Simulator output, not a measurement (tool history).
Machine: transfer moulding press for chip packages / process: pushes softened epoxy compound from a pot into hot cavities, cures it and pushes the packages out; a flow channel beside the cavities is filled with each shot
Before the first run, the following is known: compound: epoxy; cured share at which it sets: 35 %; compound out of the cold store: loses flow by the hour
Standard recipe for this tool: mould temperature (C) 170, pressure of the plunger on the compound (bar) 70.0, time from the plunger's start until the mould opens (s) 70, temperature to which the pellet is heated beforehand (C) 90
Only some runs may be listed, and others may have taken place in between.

run,hour,mould temperature (C),pressure of the plunger on the compound (bar),time from the plunger's start until the mould opens (s),temperature to which the pellet is heated beforehand (C),incoming compound's hours out of the cold store,length that the compound runs in the flow channel (mm),greatest force on the pins that push the packages out (N)
1,0.0,170,70.0,70,90,20.3,939,879
2,14.7,170,70.0,70,90,16.3,955,932
# hour 36.5: cavities cleaned with cleaning compound and waxed
3,37.2,170,70.0,70,90,45.7,860,498
4,50.3,170,70.0,70,86,27.9,912,620
5,62.7,170,70.0,70,86,46.7,852,728
6,76.2,170,70.0,70,86,19.4,942,864
7,98.0,170,70.0,70,86,21.8,931,957
# hour 114.2: cavities cleaned with cleaning compound and waxed
8,122.3,170,70.0,70,90,36.2,889,594
9,144.9,170,70.0,70,95,26.0,905,802
# hour 157.3: plunger's sealing rings changed
10,165.0,170,70.0,70,95,30.3,928,880
11,175.4,170,70.0,70,90,34.4,910,895
# hour 195.1: cavities cleaned with cleaning compound and waxed
12,195.3,170,70.0,70,90,27.1,931,508
13,213.1,170,70.0,70,90,19.0,955,690
14,229.8,170,70.0,70,90,11.7,978,786
15,253.1,170,70.0,70,90,42.1,876,866
16,264.8,170,70.0,70,90,33.1,909,977
# hour 271.9: cavities cleaned with cleaning compound and waxed
17,281.0,170,70.0,70,94,30.9,906,617
18,301.1,168,74.3,63,94,12.8,1007,1052
19,311.9,170,70.0,60,90,39.7,883,1096
20,332.4,174,63.4,88,86,35.5,835,800
21,342.2,165,56.7,70,90,46.5,787,1232
# hour 350.0: cavities cleaned with cleaning compound and waxed
22,359.7,165,56.7,70,90,11.5,890,820
23,376.5,170,70.0,51,90,9.0,976,1617
24,399.8,174,73.4,52,97,31.2,898,1147
25,411.8,170,70.0,80,88,37.6,877,825
# hour 427.4: cavities cleaned with cleaning compound and waxed
# hour 434.6: plunger's sealing rings changed
26,435.9,171,71.8,103,95,17.6,966,491
27,455.1,171,71.8,103,95,33.3,927,645
28,471.0,173,69.3,70,90,20.7,931,784
29,485.1,173,69.3,70,90,30.2,905,774

Forecast each of these 4 alternatives for the next run:
A,495.4,173,69.3,88,90,34.8,?,?
B,495.4,173,69.3,70,84,34.6,?,?
C,495.4,173,69.3,70,91,23.0,?,?
D,495.4,170,70.0,70,95,44.8,?,?

run,length that the compound runs in the flow channel (mm),greatest force on the pins that push the packages out (N)
A,890,820
B,892,893
C,928,867
D,870,880
Had the tool no hidden state, the same runs would have come out as:
run,length that the compound runs in the flow channel (mm),greatest force on the pins that push the packages out (N)
A,899,432
B,901,478
C,938,464
D,879,474
